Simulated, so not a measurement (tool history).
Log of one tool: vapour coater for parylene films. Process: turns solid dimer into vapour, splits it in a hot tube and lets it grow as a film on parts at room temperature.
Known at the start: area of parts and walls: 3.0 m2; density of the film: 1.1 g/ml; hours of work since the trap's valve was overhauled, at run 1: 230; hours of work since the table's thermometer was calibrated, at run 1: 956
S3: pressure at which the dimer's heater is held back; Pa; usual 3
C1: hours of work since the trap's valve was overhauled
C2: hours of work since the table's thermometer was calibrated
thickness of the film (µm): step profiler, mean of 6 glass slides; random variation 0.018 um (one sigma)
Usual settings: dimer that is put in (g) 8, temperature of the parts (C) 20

{"run": 1, "hour": 0.0, "dimer that is put in (g)": 8, "temperature of the parts (C)": 20, "S3": 3, "C1": 230, "C2": 956, "thickness of the film (µm)": 1.77}
{"run": 2, "hour": 34.4, "dimer that is put in (g)": 8, "temperature of the parts (C)": 20, "S3": 3, "C1": 255, "C2": 980, "thickness of the film (µm)": 1.78}
{"run": 3, "hour": 95.4, "dimer that is put in (g)": 6, "temperature of the parts (C)": 20, "S3": 3, "C1": 298, "C2": 1024, "thickness of the film (µm)": 1.34}
{"run": 4, "hour": 140.5, "dimer that is put in (g)": 6, "temperature of the parts (C)": 20, "S3": 3, "C1": 330, "C2": 1056, "thickness of the film (µm)": 1.29}
{"run": 5, "hour": 197.6, "dimer that is put in (g)": 6, "temperature of the parts (C)": 20, "S3": 3, "C1": 371, "C2": 1096, "thickness of the film (µm)": 1.32}
{"run": 6, "hour": 264.5, "dimer that is put in (g)": 6, "temperature of the parts (C)": 20, "S3": 3, "C1": 418, "C2": 1144, "thickness of the film (µm)": 1.26}
{"hour": 271.0, "done": "table's thermometer calibrated"}
{"run": 7, "hour": 325.1, "dimer that is put in (g)": 6, "temperature of the parts (C)": 20, "S3": 3, "C1": 460, "C2": 38, "thickness of the film (µm)": 1.29}
{"run": 8, "hour": 375.4, "dimer that is put in (g)": 6, "temperature of the parts (C)": 13, "S3": 6.25, "C1": 496, "C2": 74, "thickness of the film (µm)": 1.61}
{"run": 9, "hour": 404.0, "dimer that is put in (g)": 5, "temperature of the parts (C)": 15, "S3": 3, "C1": 516, "C2": 94, "thickness of the film (µm)": 1.3}

The next listed run, before its measurement:
{"run": 10, "hour": 436.4, "dimer that is put in (g)": 4, "temperature of the parts (C)": 12, "S3": 3, "C1": 539, "C2": 117, "thickness of the film (µm)": "?"}

Run 10 gave thickness of the film (µm) 1.05.
Without the tool's hidden state the same run would have given thickness of the film (µm) 1.16.

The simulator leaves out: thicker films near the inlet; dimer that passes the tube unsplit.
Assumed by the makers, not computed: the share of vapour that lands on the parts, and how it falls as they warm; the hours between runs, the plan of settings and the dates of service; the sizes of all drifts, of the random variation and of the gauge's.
